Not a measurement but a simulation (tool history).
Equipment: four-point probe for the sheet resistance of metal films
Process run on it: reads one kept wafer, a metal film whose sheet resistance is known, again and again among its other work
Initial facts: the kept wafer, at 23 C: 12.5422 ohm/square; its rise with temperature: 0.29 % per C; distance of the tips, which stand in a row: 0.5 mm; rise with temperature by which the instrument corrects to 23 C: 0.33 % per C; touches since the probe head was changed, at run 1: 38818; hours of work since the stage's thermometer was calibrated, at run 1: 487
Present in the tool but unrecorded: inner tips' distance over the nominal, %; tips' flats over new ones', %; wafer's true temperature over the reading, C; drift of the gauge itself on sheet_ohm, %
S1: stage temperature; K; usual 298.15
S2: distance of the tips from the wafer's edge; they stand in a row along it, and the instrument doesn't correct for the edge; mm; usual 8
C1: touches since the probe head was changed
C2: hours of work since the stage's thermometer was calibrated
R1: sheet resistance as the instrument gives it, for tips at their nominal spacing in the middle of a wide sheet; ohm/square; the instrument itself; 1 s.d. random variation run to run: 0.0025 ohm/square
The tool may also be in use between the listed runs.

{"run": 1, "hour": 0.0, "S1": 298.15, "S2": 8, "C1": 38818, "C2": 487, "R1": 12.614449}
{"run": 2, "hour": 23.7, "S1": 298.15, "S2": 8, "C1": 40236, "C2": 506, "R1": 12.613951}
{"run": 3, "hour": 49.2, "S1": 298.15, "S2": 58, "C1": 41758, "C2": 526, "R1": 12.59369}
{"run": 4, "hour": 70.2, "S1": 298.15, "S2": 58, "C1": 43009, "C2": 542, "R1": 12.592256}
{"run": 5, "hour": 95.6, "S1": 307.15, "S2": 8, "C1": 44529, "C2": 562, "R1": 12.577066}
{"run": 6, "hour": 116.9, "S1": 298.15, "S2": 8, "C1": 45803, "C2": 578, "R1": 12.622355}
{"run": 7, "hour": 130.6, "S1": 298.15, "S2": 8, "C1": 46622, "C2": 589, "R1": 12.622226}
{"run": 8, "hour": 150.7, "S1": 298.15, "S2": 12, "C1": 47822, "C2": 605, "R1": 12.605907}
{"run": 9, "hour": 167.6, "S1": 298.15, "S2": 8, "C1": 48832, "C2": 618, "R1": 12.62143}
{"run": 10, "hour": 178.7, "S1": 298.15, "S2": 8, "C1": 49491, "C2": 627, "R1": 12.620738}
{"run": 11, "hour": 202.3, "S1": 298.15, "S2": 8, "C1": 50905, "C2": 645, "R1": 12.623}
{"run": 12, "hour": 228.3, "S1": 308.15, "S2": 8, "C1": 52459, "C2": 666, "R1": 12.579388}
{"run": 13, "hour": 250.2, "S1": 308.15, "S2": 8, "C1": 53764, "C2": 683, "R1": 12.580351}
{"run": 14, "hour": 275.1, "S1": 308.15, "S2": 8, "C1": 55250, "C2": 702, "R1": 12.589375}
{"run": 15, "hour": 296.7, "S1": 308.15, "S2": 4, "C1": 56542, "C2": 719, "R1": 12.661478}
{"run": 16, "hour": 321.9, "S1": 308.15, "S2": 4, "C1": 58051, "C2": 739, "R1": 12.661607}
{"run": 17, "hour": 348.3, "S1": 308.15, "S2": 4, "C1": 59628, "C2": 760, "R1": 12.667143}
{"run": 18, "hour": 362.2, "S1": 308.15, "S2": 4, "C1": 60456, "C2": 770, "R1": 12.668479}
{"run": 19, "hour": 378.7, "S1": 308.15, "S2": 4, "C1": 61441, "C2": 783, "R1": 12.671034}
{"run": 20, "hour": 403.2, "S1": 295.15, "S2": 4, "C1": 62906, "C2": 803, "R1": 12.72636}
{"run": 21, "hour": 416.7, "S1": 303.15, "S2": 9, "C1": 63712, "C2": 813, "R1": 12.603912}
{"run": 22, "hour": 440.9, "S1": 303.15, "S2": 13, "C1": 65158, "C2": 832, "R1": 12.597359}
{"run": 23, "hour": 452.4, "S1": 297.15, "S2": 11, "C1": 65848, "C2": 841, "R1": 12.625855}
{"run": 24, "hour": 477.9, "S1": 291.15, "S2": 8, "C1": 67368, "C2": 861, "R1": 12.668925}
{"run": 25, "hour": 497.4, "S1": 291.15, "S2": 50, "C1": 68532, "C2": 876, "R1": 12.647675}
{"run": 26, "hour": 511.5, "S1": 291.15, "S2": 50, "C1": 69378, "C2": 887, "R1": 12.644066}
{"run": 27, "hour": 524.2, "S1": 300.15, "S2": 11, "C1": 70137, "C2": 897, "R1": 12.618148}
{"run": 28, "hour": 541.4, "S1": 300.15, "S2": 11, "C1": 71161, "C2": 911, "R1": 12.616601}
{"run": 29, "hour": 556.5, "S1": 292.15, "S2": 4, "C1": 72064, "C2": 922, "R1": 12.74945}
{"run": 30, "hour": 573.6, "S1": 297.15, "S2": 17, "C1": 73088, "C2": 936, "R1": 12.624537}
{"run": 31, "hour": 598.0, "S1": 297.15, "S2": 17, "C1": 74542, "C2": 955, "R1": 12.625571}
{"run": 32, "hour": 609.3, "S1": 297.15, "S2": 33, "C1": 75219, "C2": 964, "R1": 12.620388}
{"run": 33, "hour": 636.3, "S1": 301.15, "S2": 36, "C1": 76833, "C2": 985, "R1": 12.60482}
{"run": 34, "hour": 656.4, "S1": 293.15, "S2": 10, "C1": 78031, "C2": 1001, "R1": 12.658848}
{"run": 35, "hour": 678.4, "S1": 293.15, "S2": 10, "C1": 79346, "C2": 1018, "R1": 12.657371}
{"run": 36, "hour": 704.8, "S1": 293.15, "S2": 35, "C1": 80927, "C2": 1039, "R1": 12.642745}
{"run": 37, "hour": 723.0, "S1": 301.15, "S2": 14, "C1": 82012, "C2": 1053, "R1": 12.612868}
{"run": 38, "hour": 744.0, "S1": 299.15, "S2": 8, "C1": 83268, "C2": 1069, "R1": 12.644505}
{"run": 39, "hour": 770.0, "S1": 296.15, "S2": 11, "C1": 84821, "C2": 1090, "R1": 12.645551}
{"run": 40, "hour": 791.4, "S1": 296.15, "S2": 11, "C1": 86100, "C2": 1106, "R1": 12.645188}

Below are 4 alternative next runs, each starting from the tool's condition after run 40. Predict each:
{"run": "A", "hour": 806.4, "S1": 300.15, "S2": 55, "C1": 86995, "C2": 1118, "R1": "?"}
{"run": "B", "hour": 806.4, "S1": 299.15, "S2": 61, "C1": 86995, "C2": 1118, "R1": "?"}
{"run": "C", "hour": 806.4, "S1": 293.15, "S2": 28, "C1": 86995, "C2": 1118, "R1": "?"}
{"run": "D", "hour": 806.4, "S1": 308.15, "S2": 8, "C1": 86995, "C2": 1118, "R1": "?"}

run=A R1=12.615308
run=B R1=12.614173
run=C R1=12.651078
run=D R1=12.606270
What these runs would have given with no unlogged condition in the tool:
run=A R1=12.525739
run=B R1=12.524574
run=C R1=12.560980
run=D R1=12.517078
